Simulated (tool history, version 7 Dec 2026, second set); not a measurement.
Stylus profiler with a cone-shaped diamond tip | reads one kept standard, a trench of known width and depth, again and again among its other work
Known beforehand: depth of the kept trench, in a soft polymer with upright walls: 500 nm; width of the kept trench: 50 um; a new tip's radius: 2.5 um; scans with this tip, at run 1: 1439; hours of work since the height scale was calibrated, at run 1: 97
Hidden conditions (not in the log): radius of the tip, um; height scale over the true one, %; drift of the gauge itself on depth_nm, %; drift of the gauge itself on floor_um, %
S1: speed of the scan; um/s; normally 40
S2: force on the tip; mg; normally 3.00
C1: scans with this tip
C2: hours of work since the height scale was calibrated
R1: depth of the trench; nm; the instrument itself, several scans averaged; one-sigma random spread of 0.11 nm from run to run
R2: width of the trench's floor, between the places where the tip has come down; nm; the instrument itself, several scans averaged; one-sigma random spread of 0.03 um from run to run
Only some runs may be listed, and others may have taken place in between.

| run | hour | S1 | S2 | C1 | C2 | R1 | R2 |
|---|---|---|---|---|---|---|---|
| 1 | 0.0 | 40 | 3.00 | 1439 | 97 | 505.36 | 46720 |
| 2 | 38.1 | 40 | 3.00 | 1672 | 112 | 505.45 | 46720 |
| 3 | 61.3 | 40 | 3.00 | 1815 | 122 | 505.46 | 46680 |
| 4 | 94.2 | 40 | 3.00 | 2017 | 136 | 505.39 | 46620 |
| 5 | 121.0 | 40 | 8.42 | 2181 | 147 | 510.44 | 46770 |
| 6 | 147.9 | 40 | 3.00 | 2346 | 158 | 505.43 | 46600 |
| 7 | 196.3 | 40 | 3.00 | 2643 | 178 | 505.32 | 46620 |
| 8 | 223.1 | 40 | 3.00 | 2807 | 189 | 505.40 | 46550 |
| 9 | 244.4 | 40 | 3.00 | 2938 | 197 | 505.50 | 46560 |
| 10 | 274.0 | 40 | 3.00 | 3119 | 210 | 505.43 | 46570 |
| 11 | 297.2 | 40 | 3.00 | 3262 | 219 | 505.46 | 46530 |
| 12 | 326.5 | 40 | 3.00 | 3442 | 231 | 505.48 | 46570 |
| 13 | 367.7 | 40 | 3.00 | 3694 | 248 | 505.46 | 46470 |
| 14 | 395.0 | 40 | 3.00 | 3862 | 260 | 505.47 | 46440 |
| 15 | 418.3 | 40 | 3.00 | 4005 | 269 | 505.59 | 46490 |
| 16 | 442.5 | 40 | 5.96 | 4153 | 279 | 508.68 | 46480 |
| 17 | 487.7 | 40 | 8.94 | 4430 | 298 | 511.04 | 46450 |
| 18 | 519.5 | 40 | 8.94 | 4626 | 311 | 511.14 | 46420 |
| 19 | 562.9 | 37 | 3.00 | 4892 | 329 | 505.50 | 46400 |
| 20 | 588.1 | 37 | 3.00 | 5046 | 339 | 505.62 | 46340 |
| 21 | 623.2 | 40 | 3.55 | 5262 | 354 | 506.22 | 46360 |
| 22 | 652.6 | 40 | 1.15 | 5442 | 366 | 503.30 | 46240 |
| 23 | 673.7 | 20 | 1.15 | 5571 | 375 | 503.24 | 46280 |
| 24 | 712.3 | 40 | 3.04 | 5808 | 390 | 505.67 | 46290 |
| 25 | 747.7 | 40 | 1.15 | 6026 | 405 | 503.31 | 46130 |
| 26 | 776.5 | 40 | 1.15 | 6202 | 417 | 503.38 | 46080 |
| 27 | 813.3 | 40 | 1.15 | 6428 | 432 | 503.25 | 46110 |
| 28 | 843.9 | 138 | 4.18 | 6616 | 445 | 507.20 | 45870 |
| 29 | 872.4 | 34 | 1.87 | 6791 | 456 | 504.53 | 46190 |
| 30 | 921.0 | 141 | 2.44 | 7089 | 477 | 505.28 | 45660 |
| 31 | 964.1 | 141 | 2.44 | 7353 | 494 | 505.16 | 45590 |
| 32 | 1002.3 | 17 | 3.00 | 7588 | 510 | 505.84 | 46170 |
| 33 | 1032.1 | 145 | 1.54 | 7770 | 522 | 504.17 | 45380 |
| 34 | 1065.5 | 40 | 6.06 | 7975 | 536 | 508.79 | 46150 |
| 35 | 1093.5 | 112 | 2.50 | 8147 | 548 | 505.29 | 45720 |
| 36 | 1114.6 | 15 | 3.87 | 8276 | 556 | 506.94 | 46110 |
| 37 | 1146.8 | 15 | 3.87 | 8474 | 570 | 506.88 | 46130 |
| 38 | 1194.0 | 76 | 1.37 | 8763 | 589 | 503.86 | 45670 |
| 39 | 1227.5 | 76 | 6.63 | 8969 | 603 | 509.60 | 45910 |
| 40 | 1254.5 | 15 | 3.33 | 9134 | 614 | 506.51 | 46120 |
| 41 | 1284.4 | 73 | 5.12 | 9318 | 626 | 508.40 | 45820 |
| 42 | 1327.1 | 73 | 5.12 | 9580 | 644 | 508.43 | 45860 |
| 43 | 1358.5 | 73 | 5.12 | 9772 | 657 | 508.57 | 45820 |
| 44 | 1385.2 | 109 | 7.73 | 9936 | 668 | 510.59 | 45760 |
| 45 | 1416.0 | 15 | 3.00 | 10125 | 681 | 506.30 | 45900 |
| 46 | 1453.8 | 15 | 3.00 | 10357 | 696 | 506.23 | 45980 |

Measured less the same run without the tool's hidden state. The same run-to-run variation is in both; the gauge's scatter may not be:
| run | R1 | R2 |
|---|---|---|
| 1 | +0.12 | -100 |
| 2 | +0.14 | -120 |
| 3 | +0.15 | -140 |
| 4 | +0.17 | -170 |
| 5 | +0.20 | -180 |
| 6 | +0.21 | -200 |
| 7 | +0.25 | -230 |
| 8 | +0.26 | -250 |
| 9 | +0.27 | -260 |
| 10 | +0.30 | -280 |
| 11 | +0.31 | -300 |
| 12 | +0.32 | -320 |
| 13 | +0.35 | -340 |
| 14 | +0.37 | -360 |
| 15 | +0.38 | -380 |
| 16 | +0.40 | -400 |
| 17 | +0.44 | -420 |
| 18 | +0.45 | -440 |
| 19 | +0.48 | -470 |
| 20 | +0.49 | -490 |
| 21 | +0.52 | -510 |
| 22 | +0.53 | -530 |
| 23 | +0.54 | -550 |
| 24 | +0.58 | -570 |
| 25 | +0.60 | -580 |
| 26 | +0.62 | -600 |
| 27 | +0.64 | -620 |
| 28 | +0.66 | -640 |
| 29 | +0.67 | -660 |
| 30 | +0.71 | -690 |
| 31 | +0.74 | -720 |
| 32 | +0.76 | -730 |
| 33 | +0.77 | -760 |
| 34 | +0.81 | -770 |
| 35 | +0.81 | -780 |
| 36 | +0.83 | -800 |
| 37 | +0.85 | -810 |
| 38 | +0.88 | -840 |
| 39 | +0.90 | -860 |
| 40 | +0.92 | -880 |
| 41 | +0.94 | -900 |
| 42 | +0.97 | -920 |
| 43 | +0.99 | -940 |
| 44 | +1.02 | -950 |
| 45 | +1.02 | -970 |
| 46 | +1.05 | -980 |

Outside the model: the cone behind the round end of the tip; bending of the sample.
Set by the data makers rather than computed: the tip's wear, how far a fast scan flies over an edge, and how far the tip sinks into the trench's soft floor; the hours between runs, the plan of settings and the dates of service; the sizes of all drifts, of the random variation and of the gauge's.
